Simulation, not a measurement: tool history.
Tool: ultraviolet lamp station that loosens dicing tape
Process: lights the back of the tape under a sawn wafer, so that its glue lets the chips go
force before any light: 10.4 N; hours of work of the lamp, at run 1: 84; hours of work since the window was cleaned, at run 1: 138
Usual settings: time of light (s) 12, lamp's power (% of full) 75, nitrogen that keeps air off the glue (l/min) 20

run   hour  time of light (s)  lamp's power (% of full)  nitrogen that keeps air off the glue (l/min)  hours of work of the lamp  hours of work since the window was cleaned  force that peels the tape off (N)  light that reached the tape (J/m2)
  1      0                 12                        75                                            20                         84                                         138                              1.817                                2940
  2    5.6                  9                        75                                            20                         86                                         141                              2.799                                2160
  3   14.2                  9                        75                                            20                         90                                         145                              2.743                                2180
  4     22                  9                        75                                            20                         94                                         148                              2.882                                2160
  5   29.4                  9                        75                                            20                         97                                         151                              2.764                                2160
  6   37.2                 12                        75                                             9                        100                                         155                              2.699                                2870
  7   45.4                 12                        75                                             9                        104                                         158                              2.858                                2840
  8   53.7                 12                        75                                            20                        107                                         162                              1.992                                2830
  9   57.6                 12                        75                                            20                        109                                         163                              1.828                                2840
 10   66.8                 12                        75                                            20                        113                                         167                              1.873                                2820
 11   73.9                 12                        75                                            20                        116                                         171                              1.973                                2770
 12   80.2                 12                        75                                            20                        119                                         173                              1.911                                2810
 13   86.8                 12                        75                                            10                        122                                         176                              2.756                                2760
      87.6  -- window cleaned of glue's vapour
 14   95.4                 15                        71                                            13                        125                                           3                              1.951                                3250
 15  103.5                 15                        68                                            10                        129                                           7                               2.44                                3120
 16  109.5                 15                        68                                            10                        131                                          10                              2.483                                3080
 17  117.3                 18                        64                                            21                        135                                          13                              1.365                                3480
 18  123.8                  8                        85                                            15                        138                                          16                              3.446                                2020
 19  128.6                  7                        85                                            26                        140                                          18                               3.28                                1750
 20  133.8                  7                        85                                            26                        142                                          20                              3.239                                1740
     136.4  -- window cleaned of glue's vapour, once more
 21    138                 21                        76                                             8                        144                                           1                              1.022                                5530
 22  142.6                 21                        76                                             8                        146                                           3                              1.057                                5530

5 ways to go on from here, each from the tool as it stands after run 22. What would each give?
  A  148.4                 10                        72                                            39                        148                                           5                                  ?                                   ?
  B  148.4                 12                        92                                             9                        148                                           5                                  ?                                   ?
  C  148.4                 13                        76                                             8                        148                                           5                                  ?                                   ?
  D  148.4                 12                        82                                            20                        148                                           5                                  ?                                   ?
  E  148.4                 16                        76                                            11                        148                                           5                                  ?                                   ?

run  force that peels the tape off (N)  light that reached the tape (J/m2)
  A                              1.684                                2550
  B                               1.91                                3870
  C                              2.387                                3470
  D                              1.374                                3480
  E                              1.355                                4270
Without the tool's hidden state the same runs would have given:
run  force that peels the tape off (N)  light that reached the tape (J/m2)
  A                              1.482                                2750
  B                               1.69                                4160
  C                              2.141                                3740
  D                              1.197                                3750
  E                              1.181                                4600
